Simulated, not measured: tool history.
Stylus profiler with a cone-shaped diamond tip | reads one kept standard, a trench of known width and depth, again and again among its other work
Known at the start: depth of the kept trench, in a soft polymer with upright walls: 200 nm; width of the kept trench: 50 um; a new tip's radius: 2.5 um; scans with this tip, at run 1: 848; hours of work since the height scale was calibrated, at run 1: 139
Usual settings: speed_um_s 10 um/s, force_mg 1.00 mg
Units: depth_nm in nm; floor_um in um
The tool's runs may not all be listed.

run   hour  speed_um_s  force_mg  scans with this tip  hours of work since the height scale was calibrated  depth_nm  floor_um
  1    0.0          10      1.00                  848                                                  139    200.67     47.85
  2   21.6          10      1.00                  922                                                  151    200.64     47.85
  3   33.7          10      1.00                  963                                                  158    200.64     47.88
  4   47.2          10      1.00                 1010                                                  166    200.60     47.82
  5   68.5          10      1.00                 1082                                                  177    200.63     47.81
  6   87.7          10      0.36                 1148                                                  188    200.25     47.82
  7  107.6          20      1.00                 1216                                                  199    200.61     47.76
  8  119.5          20      1.00                 1256                                                  206    200.57     47.73
  9  131.3          22      1.00                 1296                                                  213    200.59     47.72
 10  150.7          22      1.00                 1363                                                  224    200.59     47.71
 11  168.6          22      1.00                 1424                                                  234    200.67     47.74
 12  190.6          24      1.00                 1499                                                  246    200.70     47.64
 13  204.5          24      1.00                 1546                                                  254    200.66     47.68
 14  222.7          10      1.56                 1609                                                  264    200.99     47.79
 15  244.0          10      1.56                 1681                                                  276    200.83     47.74
 16  264.4           2      1.00                 1751                                                  287    200.48     47.83
 17  285.2           2      1.00                 1822                                                  299    200.66     47.81
 18  305.1           7      0.34                 1890                                                  310    200.36     47.71
 19  320.3           7      0.34                 1942                                                  318    200.16     47.76
 20  330.1           2      0.65                 1975                                                  324    200.36     47.77
 21  349.9          17      0.50                 2043                                                  335    200.23     47.61
 22  371.1          23      0.61                 2115                                                  347    200.36     47.59
 23  387.1           5      1.24                 2170                                                  356    200.75     47.76
 24  398.6           4      1.32                 2209                                                  362    200.68     47.75
 25  414.0           3      0.91                 2261                                                  371    200.56     47.74
 26  430.5           3      1.06                 2318                                                  380    200.66     47.74
 27  449.3          10      1.65                 2382                                                  391    200.76     47.71
 28  470.9          16      0.45                 2456                                                  403    200.16     47.55
 29  489.0          10      0.61                 2517                                                  413    200.10     47.63
 30  510.7          10      0.61                 2592                                                  425    200.14     47.63
 31  525.8          30      2.42                 2643                                                  434    201.12     47.62
 32  537.2          30      2.42                 2682                                                  440    201.15     47.59

Some steps in depth_nm between neighbouring runs. How much of each would the tool show without its hidden state too (settings, what came in, random variation), and how much is left for the hidden state, with any gauge scatter that isn't in both results?
The hidden state here: radius of the tip, um; height scale over the true one, %; drift of the gauge itself on depth_nm, %; drift of the gauge itself on floor_um, %.
Run 1 -> 2: no setting changed, nothing entered. depth_nm -0.03 nm: hidden state -0.01, all else -0.02.
Run 7 -> 8: no setting changed, nothing entered. depth_nm -0.04 nm: hidden state -0.02, all else -0.02.
Run 21 -> 22: speed_um_s 17 -> 23, force_mg 0.50 -> 0.61. depth_nm +0.13 nm: hidden state -0.02, all else +0.15.
Run 22 -> 23: speed_um_s 23 -> 5, force_mg 0.61 -> 1.24. depth_nm +0.39 nm: hidden state +0.01, all else +0.38.
Run 27 -> 28: speed_um_s 10 -> 16, force_mg 1.65 -> 0.45. depth_nm -0.60 nm: hidden state -0.01, all else -0.59.
Run 30 -> 31: speed_um_s 10 -> 30, force_mg 0.61 -> 2.42. depth_nm +0.98 nm: hidden state -0.01, all else +0.99.
